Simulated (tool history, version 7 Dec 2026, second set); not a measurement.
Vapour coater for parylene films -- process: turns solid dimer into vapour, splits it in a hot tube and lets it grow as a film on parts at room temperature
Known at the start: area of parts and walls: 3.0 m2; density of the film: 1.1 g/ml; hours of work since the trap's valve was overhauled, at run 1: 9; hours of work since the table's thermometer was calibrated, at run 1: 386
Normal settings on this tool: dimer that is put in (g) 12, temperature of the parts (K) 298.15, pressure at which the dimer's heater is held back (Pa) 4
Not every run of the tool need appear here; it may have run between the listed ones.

run   hour  dimer that is put in (g)  temperature of the parts (K)  pressure at which the dimer's heater is held back (Pa)  hours of work since the trap's valve was overhauled  hours of work since the table's thermometer was calibrated  thickness of the film (nm)
  1      0                        12                        298.15                                                       4                                                    9                                                         386                        2170
  2   51.2                        12                        298.15                                                       4                                                   52                                                         429                        2090
  3   97.2                        12                        298.15                                                       4                                                   91                                                         468                        2060
  4  145.5                         6                        298.15                                                       4                                                  132                                                         508                        1030
  5  188.7                         6                        298.15                                                       4                                                  168                                                         545                         980
  6  239.2                        12                        298.15                                                       4                                                  211                                                         587                        1940
  7  271.9                        12                        298.15                                                    4.33                                                  238                                                         615                        1940
  8  300.8                        12                        298.15                                                       4                                                  263                                                         639                        1970
  9  339.7                        12                        298.15                                                       4                                                  296                                                         672                        1870
     355.8  -- trap's valve overhauled
 10  381.6                        12                        298.15                                                       4                                                   22                                                         704                        2090
 11  406.7                        12                        298.15                                                     5.1                                                   43                                                         725                        1950
 12  457.6                        12                        298.15                                                       4                                                   86                                                         768                        2030
 13  503.6                        12                        298.15                                                       4                                                  125                                                         807                        2030
 14  539.8                        12                        298.15                                                    2.37                                                  155                                                         837                        2270
     563.9  -- table's thermometer calibrated
 15  581.3                        12                        298.15                                                    2.37                                                  189                                                          15                        2270
 16  619.7                        12                        298.15                                                    2.37                                                  222                                                          47                        2250
 17  668.4                         7                        292.15                                                     8.9                                                  263                                                          88                        1140
       725  -- trap's valve overhauled
 18  728.9                         7                        292.15                                                    10.1                                                    3                                                         136                        1250

Run 19 is up next; what results do you expect?
 19  761.9                        12                        299.15                                                   11.06                                                   31                                                         164                           ?

Logged for run 19: thickness of the film (nm) 1680.
Had the tool carried no hidden state, the very same run would have given thickness of the film (nm) 1720.

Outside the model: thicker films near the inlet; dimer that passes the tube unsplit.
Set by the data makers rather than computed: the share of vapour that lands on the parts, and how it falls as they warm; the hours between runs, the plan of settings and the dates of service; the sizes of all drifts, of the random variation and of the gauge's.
